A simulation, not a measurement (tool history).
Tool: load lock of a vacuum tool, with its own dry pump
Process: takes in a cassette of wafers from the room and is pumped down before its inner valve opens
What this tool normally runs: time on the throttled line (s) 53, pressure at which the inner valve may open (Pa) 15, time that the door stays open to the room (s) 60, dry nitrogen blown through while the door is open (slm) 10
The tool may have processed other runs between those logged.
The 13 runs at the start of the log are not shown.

run	hour	time on the throttled line (s)	pressure at which the inner valve may open (Pa)	time that the door stays open to the room (s)	dry nitrogen blown through while the door is open (slm)	hours that the pump has run since its overhaul	times that the door has closed on its seal	incoming humidity of the room's air, %	time from the closed door until the inner valve may open (s)	rise of the pressure with all valves shut (Pa/min)
14	4673.7	53	15	60	10	2501	7029	43.8	99.9	0.041
15	5053.4	53	15	60	10	2880	7813	44.4	98.8	0.04
16	5354	53	15	60	36	3181	8434	45.6	100.4	0.037
17	5742.7	53	15	60	36	3570	9237	46.8	100.3	0.039
18	6022.4	53	15	60	36	3849	9814	44.4	100.6	0.044
19	6305.2	53	24	139	10	4132	10398	44.7	97	0.064
20	6516.9	75	24	207	8	4344	10835	45.4	114.5	0.07
21	6727.6	75	24	207	16	4554	11270	46	114.5	0.071
22	7059.9	75	24	207	16	4887	11956	44.5	114.3	0.071
23	7487.8	75	21	37	7	5315	12840	45.3	116.7	0.057
24	7901.5	48	15	37	7	5728	13694	44.7	98.4	0.056
25	8255.6	48	15	37	7	6082	14425	45.5	98.8	0.069
26	8652	53	15	236	10	6479	15244	44.2	102.8	0.095
27	9062.8	53	15	236	10	6890	16092	43.4	104.5	0.1
28	9426.8	53	20	38	10	7254	16843	43.7	102.4	0.062
29	9757.6	53	20	143	10	7584	17526	47.2	101.3	0.097
30	10097	53	20	143	10	7924	18227	44.3	102.8	0.089
31	10407.5	53	15	130	10	8234	18868	44.4	105.5	0.096
32	10622.3	53	15	130	10	8449	19312	47	105.1	0.102
33	10890.1	92	15	60	27	8717	19865	44	134.6	0.089
34	11189.6	72	23	95	27	9016	20483	42.7	117	0.093
35	11446.2	72	23	95	27	9273	21013	43.4	117.4	0.095
36	11707.5	31	15	60	11	9534	21553	46.1	90.5	0.099

Consider 4 possible next runs. They are alternatives, not a sequence: every one starts from the tool as it was left by run 36. What does each give?
# hour 11909.4: dry pump taken out, an overhauled one fitted
A	12073.1	88	16	208	10	164	22295	46.4	?	?
# hour 11909.4: dry pump taken out, an overhauled one fitted
B	12073.1	53	12	180	6	164	22295	42.8	?	?
# hour 11909.4: dry pump taken out, an overhauled one fitted
C	12073.1	31	26	76	11	164	22295	46.3	?	?
# hour 11909.4: dry pump taken out, an overhauled one fitted
D	12073.1	31	18	57	11	164	22295	44.8	?	?

run	time from the closed door until the inner valve may open (s)	rise of the pressure with all valves shut (Pa/min)
A	126	0.128
B	101.2	0.123
C	78.4	0.11
D	80.6	0.105
With no hidden state in the tool, these same runs would have given:
run	time from the closed door until the inner valve may open (s)	rise of the pressure with all valves shut (Pa/min)
A	124.6	0.047
B	99.7	0.041
C	76.9	0.028
D	79.1	0.024
